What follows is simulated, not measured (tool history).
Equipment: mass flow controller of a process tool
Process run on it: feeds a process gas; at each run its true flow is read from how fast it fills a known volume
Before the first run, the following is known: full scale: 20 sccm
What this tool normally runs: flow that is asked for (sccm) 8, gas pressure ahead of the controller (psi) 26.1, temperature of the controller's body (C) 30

run	day	flow that is asked for (sccm)	gas pressure ahead of the controller (psi)	temperature of the controller's body (C)	true flow (%)
1	0.000	8	26.1	30	98.66
2	4.012	8	26.1	30	98.79
3	6.383	4	26.1	30	98.33
4	9.992	4	26.1	30	98.38
5	12.896	8	26.1	30	98.87
6	16.292	2	26.1	30	98.12
7	21.062	8	26.1	40	100.02
8	26.271	15	26.1	40	101.20
9	28.946	8	26.1	33	99.40
10	32.654	8	26.1	33	99.35
11	37.788	8	26.1	33	99.52
12	42.788	13	26.1	33	100.23
13	47.521	13	26.1	33	100.24
14	51.158	8	26.1	30	99.12
15	54.175	8	26.1	30	99.19
16	58.767	4	26.1	30	98.71
17	62.267	4	26.1	30	98.78
18	67.217	8	26.1	25	98.87
19	71.475	8	26.1	25	98.94
20	74.912	14	32.3	25	99.81
21	78.367	4	27.4	33	99.35
22	81.983	4	37.3	28	99.05
23	84.404	8	23.9	21	98.32
24	86.933	3	20.3	24	98.08
25	92.000	2	37.9	30	98.98
26	94.496	4	28.9	31	99.22
27	97.567	4	28.9	31	99.16
28	99.975	17	26.8	29	100.89
29	102.925	17	26.8	29	101.00
30	108.146	17	36.5	29	101.18
31	111.538	4	26.1	32	99.45
32	113.933	4	26.1	32	99.47
33	117.888	4	26.1	32	99.54
34	120.079	12	26.1	31	100.53
35	123.442	12	26.1	31	100.61
36	127.379	6	32.6	24	99.10

Consider 5 possible next runs. They are alternatives, not a sequence: every one starts from the tool as it was left by run 36. What does each give?
A	132.071	4	36.5	24	?
B	132.071	12	32.6	29	?
C	132.071	16	24.1	26	?
D	132.071	11	26.1	32	?
E	132.071	8	20.6	30	?

run	true flow (%)
A	98.91
B	100.70
C	100.66
D	100.61
E	99.91
The same runs, with their run-to-run variation unchanged, on a tool lacking any hidden condition would have given:
run	true flow (%)
A	97.73
B	99.50
C	99.46
D	99.41
E	98.72

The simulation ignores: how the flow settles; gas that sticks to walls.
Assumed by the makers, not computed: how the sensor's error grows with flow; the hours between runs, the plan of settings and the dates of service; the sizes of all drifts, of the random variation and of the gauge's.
